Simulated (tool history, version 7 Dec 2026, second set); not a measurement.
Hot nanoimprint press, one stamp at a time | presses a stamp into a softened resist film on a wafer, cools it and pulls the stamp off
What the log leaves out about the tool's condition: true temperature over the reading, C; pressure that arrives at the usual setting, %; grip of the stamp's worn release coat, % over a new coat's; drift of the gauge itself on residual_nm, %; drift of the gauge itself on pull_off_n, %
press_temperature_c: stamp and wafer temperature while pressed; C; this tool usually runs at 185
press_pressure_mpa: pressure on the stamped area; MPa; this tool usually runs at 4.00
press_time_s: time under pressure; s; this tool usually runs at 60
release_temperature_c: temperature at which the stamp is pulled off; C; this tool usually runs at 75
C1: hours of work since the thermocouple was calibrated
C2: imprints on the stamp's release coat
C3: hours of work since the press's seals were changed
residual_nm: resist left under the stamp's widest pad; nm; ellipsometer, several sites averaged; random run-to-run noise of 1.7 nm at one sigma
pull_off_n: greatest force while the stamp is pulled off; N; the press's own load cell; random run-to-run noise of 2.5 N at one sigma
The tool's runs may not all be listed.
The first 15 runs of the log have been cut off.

run 16 hour=332.5 | press_temperature_c=185 press_pressure_mpa=2.69 press_time_s=60 release_temperature_c=75 | C1=218 C2=804 C3=915 | residual_nm=318.6 pull_off_n=140
run 17 hour=351.7 | press_temperature_c=185 press_pressure_mpa=3.05 press_time_s=30 release_temperature_c=75 | C1=233 C2=891 C3=929 | residual_nm=369.3 pull_off_n=143
run 18 hour=369.9 | press_temperature_c=191 press_pressure_mpa=4.13 press_time_s=66 release_temperature_c=72 | C1=247 C2=974 C3=943 | residual_nm=229.8 pull_off_n=158
run 19 hour=394.7 | press_temperature_c=187 press_pressure_mpa=4.13 press_time_s=66 release_temperature_c=72 | C1=265 C2=1087 C3=961 | residual_nm=254.9 pull_off_n=164
run 20 hour=409.5 | press_temperature_c=185 press_pressure_mpa=3.48 press_time_s=60 release_temperature_c=75 | C1=276 C2=1154 C3=973 | residual_nm=296.6 pull_off_n=144
run 21 hour=433.0 | press_temperature_c=182 press_pressure_mpa=4.00 press_time_s=60 release_temperature_c=68 | C1=294 C2=1261 C3=990 | residual_nm=305.7 pull_off_n=175
run 22 hour=446.9 | press_temperature_c=185 press_pressure_mpa=2.98 press_time_s=60 release_temperature_c=75 | C1=304 C2=1325 C3=1001 | residual_nm=312.6 pull_off_n=152
run 23 hour=463.4 | press_temperature_c=185 press_pressure_mpa=2.54 press_time_s=31 release_temperature_c=78 | C1=317 C2=1400 C3=1013 | residual_nm=382.4 pull_off_n=140
run 24 hour=491.8 | press_temperature_c=193 press_pressure_mpa=2.54 press_time_s=31 release_temperature_c=83 | C1=338 C2=1529 C3=1034 | residual_nm=336.0 pull_off_n=119
run 25 hour=514.7 | press_temperature_c=193 press_pressure_mpa=2.54 press_time_s=55 release_temperature_c=83 | C1=355 C2=1633 C3=1052 | residual_nm=282.6 pull_off_n=126
run 26 hour=535.9 | press_temperature_c=187 press_pressure_mpa=4.32 press_time_s=60 release_temperature_c=75 | C1=371 C2=1730 C3=1067 | residual_nm=264.0 pull_off_n=167
run 27 hour=552.0 | press_temperature_c=185 press_pressure_mpa=4.00 press_time_s=44 release_temperature_c=75 | C1=383 C2=1803 C3=1079 | residual_nm=318.0 pull_off_n=168
run 28 hour=569.0 | press_temperature_c=185 press_pressure_mpa=2.57 press_time_s=60 release_temperature_c=75 | C1=396 C2=1881 C3=1092 | residual_nm=327.0 pull_off_n=171
run 29 hour=591.0 | press_temperature_c=190 press_pressure_mpa=2.57 press_time_s=60 release_temperature_c=75 | C1=412 C2=1981 C3=1109 | residual_nm=293.4 pull_off_n=168
run 30 hour=611.4 | press_temperature_c=185 press_pressure_mpa=4.00 press_time_s=60 release_temperature_c=61 | C1=428 C2=2074 C3=1124 | residual_nm=290.0 pull_off_n=234

What if the next run were any one of these 4? Each begins from the tool's condition after run 30:
run A hour=631.5 | press_temperature_c=185 press_pressure_mpa=4.00 press_time_s=80 release_temperature_c=62 | C1=443 C2=2165 C3=1139 | residual_nm=? pull_off_n=?
run B hour=631.5 | press_temperature_c=185 press_pressure_mpa=5.46 press_time_s=57 release_temperature_c=73 | C1=443 C2=2165 C3=1139 | residual_nm=? pull_off_n=?
run C hour=631.5 | press_temperature_c=194 press_pressure_mpa=4.00 press_time_s=60 release_temperature_c=71 | C1=443 C2=2165 C3=1139 | residual_nm=? pull_off_n=?
run D hour=631.5 | press_temperature_c=185 press_pressure_mpa=4.00 press_time_s=79 release_temperature_c=75 | C1=443 C2=2165 C3=1139 | residual_nm=? pull_off_n=?

run=A residual_nm=259.5 pull_off_n=237
run=B residual_nm=266.7 pull_off_n=184
run=C residual_nm=230.1 pull_off_n=205
run=D residual_nm=261.7 pull_off_n=179
What these runs would have given with no unlogged condition in the tool:
run=A residual_nm=238.7 pull_off_n=155
run=B residual_nm=242.5 pull_off_n=120
run=C residual_nm=211.6 pull_off_n=133
run=D residual_nm=240.9 pull_off_n=116
